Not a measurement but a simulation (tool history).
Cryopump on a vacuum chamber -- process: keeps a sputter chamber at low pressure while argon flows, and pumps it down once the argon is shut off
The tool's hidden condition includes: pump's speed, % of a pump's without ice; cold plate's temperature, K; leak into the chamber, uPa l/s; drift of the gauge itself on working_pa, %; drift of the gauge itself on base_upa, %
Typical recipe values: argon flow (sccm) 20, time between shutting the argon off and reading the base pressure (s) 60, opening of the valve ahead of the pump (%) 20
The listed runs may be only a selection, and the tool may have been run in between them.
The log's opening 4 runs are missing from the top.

run	hour	argon flow (sccm)	time between shutting the argon off and reading the base pressure (s)	opening of the valve ahead of the pump (%)	hours of work since the pump was warmed up and emptied	hours of work since the cold head was overhauled	hours of work since the chamber's fittings were tightened	pressure while argon flows (Pa)	pressure after the wait (uPa)
5	287.6	36	60	20	98	2951	2302	0.1469	1.52
6	368.2	23	60	20	163	3016	2367	0.0940	1.56
7	410.2	23	60	20	197	3049	2401	0.0949	1.53
# hour 416.3: leaking fittings of the chamber tightened, without venting
8	503.8	23	60	20	271	3123	70	0.0944	1.29
9	593.3	23	60	20	343	3195	142	0.0954	1.19
10	677.6	20	223	20	410	3263	210	0.0831	0.51
11	751.4	20	223	20	470	3322	269	0.0828	0.53
12	826.2	20	223	20	530	3382	330	0.0832	0.50
13	882.5	14	60	20	575	3428	375	0.0584	1.29
14	958.7	14	60	20	636	3489	436	0.0580	1.25
15	1029.6	14	60	20	693	3546	493	0.0581	1.32
16	1100.2	14	60	18	750	3603	550	0.0653	1.31
17	1179.9	20	60	20	814	3667	614	0.0844	1.39
18	1252.6	18	60	20	873	3725	673	0.0760	1.39
# hour 1272.4: pump warmed up, emptied and cooled again
19	1328.2	18	60	20	45	3782	729	0.0736	1.30
20	1397.3	18	165	20	100	3837	785	0.0736	0.70
21	1436.0	18	165	20	132	3869	816	0.0736	0.68
22	1488.0	28	117	58	173	3910	858	0.0407	0.84
23	1552.4	37	60	27	225	3962	910	0.1134	1.37
24	1592.1	37	60	27	257	3994	941	0.1126	1.33
25	1669.0	20	76	25	319	4056	1003	0.0668	1.15
26	1716.1	15	43	46	357	4094	1041	0.0275	1.76
27	1768.6	8	179	22	399	4136	1083	0.0303	0.72
28	1823.3	15	115	17	443	4180	1127	0.0735	0.88
29	1882.7	20	49	43	491	4228	1175	0.0396	1.71

Run 30 has not been measured yet. What should we expect?
30	1956.0	20	60	15	550	4287	1234	?	?

Logged for run 30: pressure while argon flows (Pa) 0.1102, pressure after the wait (uPa) 1.40.
With the hidden condition absent and the run-to-run variation left alone, this run would have shown pressure while argon flows (Pa) 0.1079, pressure after the wait (uPa) 1.13.
